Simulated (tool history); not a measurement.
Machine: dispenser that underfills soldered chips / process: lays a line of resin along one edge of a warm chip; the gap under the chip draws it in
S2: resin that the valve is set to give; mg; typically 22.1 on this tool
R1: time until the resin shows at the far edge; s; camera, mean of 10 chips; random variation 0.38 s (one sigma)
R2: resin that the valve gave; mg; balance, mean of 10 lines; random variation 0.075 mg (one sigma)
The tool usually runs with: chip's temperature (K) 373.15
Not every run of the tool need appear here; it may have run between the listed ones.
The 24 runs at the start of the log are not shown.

Run 25, hour 112.8: usual settings but chip's temperature (K) 379.15, S2 19.5 mg. Result: R1 30.2 s, R2 19.41 mg.
At hour 116.7: new syringe of resin.
Run 26, hour 117.1: usual settings but chip's temperature (K) 366.15, S2 28 mg. Result: R1 27 s, R2 27.65 mg.
Run 27, hour 120.4: usual settings but chip's temperature (K) 380.15, S2 27.3 mg. Result: R1 20.8 s, R2 27.29 mg.
Run 28, hour 126.5: usual settings but chip's temperature (K) 361.15, S2 27.3 mg. Result: R1 45.5 s, R2 26.99 mg.
Run 29, hour 131.2: usual settings but chip's temperature (K) 371.15, S2 27.3 mg. Result: R1 40.5 s, R2 26.93 mg.
At hour 132.8: new syringe of resin.
Run 30, hour 136.3: usual settings but chip's temperature (K) 369.15, S2 19.3 mg. Result: R1 29.2 s, R2 19.05 mg.
Run 31, hour 141.6: usual settings but chip's temperature (K) 386.15. Result: R1 21 s, R2 21.8 mg.
Run 32, hour 144.7: usual settings but chip's temperature (K) 372.15, S2 26.3 mg. Result: R1 34.8 s, R2 25.88 mg.
At hour 148.6: new syringe of resin.
Run 33, hour 151.5: usual settings but S2 23.7 mg. Result: R1 23.9 s, R2 23.18 mg.
Run 34, hour 156.8: usual settings but S2 23.7 mg. Result: R1 30.2 s, R2 23.19 mg.
Run 35, hour 161.1: usual settings but chip's temperature (K) 377.15, S2 19.6 mg. Result: R1 32.4 s, R2 19.07 mg.
At hour 162.9: dispensing valve cleaned and set on the balance.
At hour 165.5: new syringe of resin.
Run 36, hour 168.1: usual settings but chip's temperature (K) 386.15, S2 22.4 mg. Result: R1 16.7 s, R2 22.26 mg.
Run 37, hour 170.8: usual settings but chip's temperature (K) 364.15, S2 26.9 mg. Result: R1 34.4 s, R2 26.83 mg.

Alternative continuations, all from the tool just after run 37; predict every row:
Run A, hour 175.3: usual settings but chip's temperature (K) 359.15, S2 23.2 mg. Result: R1 ?, R2 ?.
Run B, hour 175.3: usual settings but chip's temperature (K) 360.15, S2 26.9 mg. Result: R1 ?, R2 ?.
Run C, hour 175.3: usual settings but chip's temperature (K) 364.15, S2 22.6 mg. Result: R1 ?, R2 ?.

run    R1     R2
  A  49.8  22.99
  B  46.8  26.77
  C  43.7  22.56
With no hidden state in the tool, these same runs would have given:
run    R1     R2
  A  35.4  23.14
  B  33.3  26.95
  C  31.1  22.71
